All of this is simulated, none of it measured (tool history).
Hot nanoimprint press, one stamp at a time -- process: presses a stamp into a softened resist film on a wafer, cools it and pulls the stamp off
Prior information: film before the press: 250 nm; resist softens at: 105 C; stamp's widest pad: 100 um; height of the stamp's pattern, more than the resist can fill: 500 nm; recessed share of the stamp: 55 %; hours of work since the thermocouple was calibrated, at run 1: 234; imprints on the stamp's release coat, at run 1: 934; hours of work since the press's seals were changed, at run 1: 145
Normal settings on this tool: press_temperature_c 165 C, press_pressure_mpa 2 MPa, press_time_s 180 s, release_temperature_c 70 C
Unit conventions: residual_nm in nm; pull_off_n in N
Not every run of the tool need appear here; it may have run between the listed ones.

| run | day | press_temperature_c | press_pressure_mpa | press_time_s | release_temperature_c | hours of work since the thermocouple was calibrated | imprints on the stamp's release coat | hours of work since the press's seals were changed | residual_nm | pull_off_n |
|---|---|---|---|---|---|---|---|---|---|---|
| 1 | 0 | 165 | 2 | 180 | 70 | 234 | 934 | 145 | 134.1 | 212 |
| 2 | 0.254 | 165 | 2 | 271 | 70 | 238 | 951 | 150 | 115.8 | 207 |
| 3 | 0.621 | 165 | 2 | 180 | 74 | 245 | 976 | 157 | 135.8 | 194 |
| 4 | 1.046 | 165 | 2 | 180 | 70 | 253 | 1005 | 165 | 135.1 | 209 |
| 5 | 1.246 | 165 | 2 | 180 | 70 | 257 | 1018 | 169 | 135 | 208 |
| 6 | 1.538 | 165 | 2 | 180 | 70 | 262 | 1038 | 174 | 134.7 | 220 |
| 7 | 1.871 | 165 | 2 | 180 | 70 | 269 | 1060 | 180 | 134.5 | 213 |
| 8 | 2.175 | 165 | 2 | 180 | 70 | 274 | 1081 | 186 | 133.5 | 205 |
| 9 | 2.458 | 156 | 2.55 | 143 | 70 | 280 | 1100 | 191 | 185 | 213 |
| 10 | 2.692 | 156 | 1.77 | 143 | 70 | 284 | 1116 | 196 | 199.3 | 215 |
| 11 | 2.908 | 157 | 1.77 | 143 | 70 | 288 | 1130 | 200 | 192.2 | 210 |
| 12 | 3.162 | 156 | 1.31 | 286 | 67 | 293 | 1148 | 204 | 183.8 | 226 |
| 13 | 3.571 | 154 | 1.36 | 113 | 63 | 300 | 1175 | 212 | 220.8 | 233 |
| 14 | 3.938 | 164 | 2.45 | 250 | 65 | 307 | 1200 | 219 | 114.4 | 236 |

Here are 4 independent what-if runs from the current tool condition. What would each one return?
| A | 4.158 | 165 | 2.05 | 117 | 61 | 311 | 1215 | 223 | ? | ? |
| B | 4.158 | 165 | 3 | 180 | 72 | 311 | 1215 | 223 | ? | ? |
| C | 4.158 | 164 | 2.56 | 233 | 78 | 311 | 1215 | 223 | ? | ? |
| D | 4.158 | 164 | 1.73 | 250 | 65 | 311 | 1215 | 223 | ? | ? |

| run | residual_nm | pull_off_n |
|---|---|---|
| A | 152.6 | 244 |
| B | 113.9 | 205 |
| C | 115.4 | 179 |
| D | 130 | 225 |
Take away the tool's hidden state, keep each run's random variation, and the runs would have read:
| run | residual_nm | pull_off_n |
|---|---|---|
| A | 154.9 | 243 |
| B | 115.7 | 204 |
| C | 117.2 | 178 |
| D | 132 | 224 |
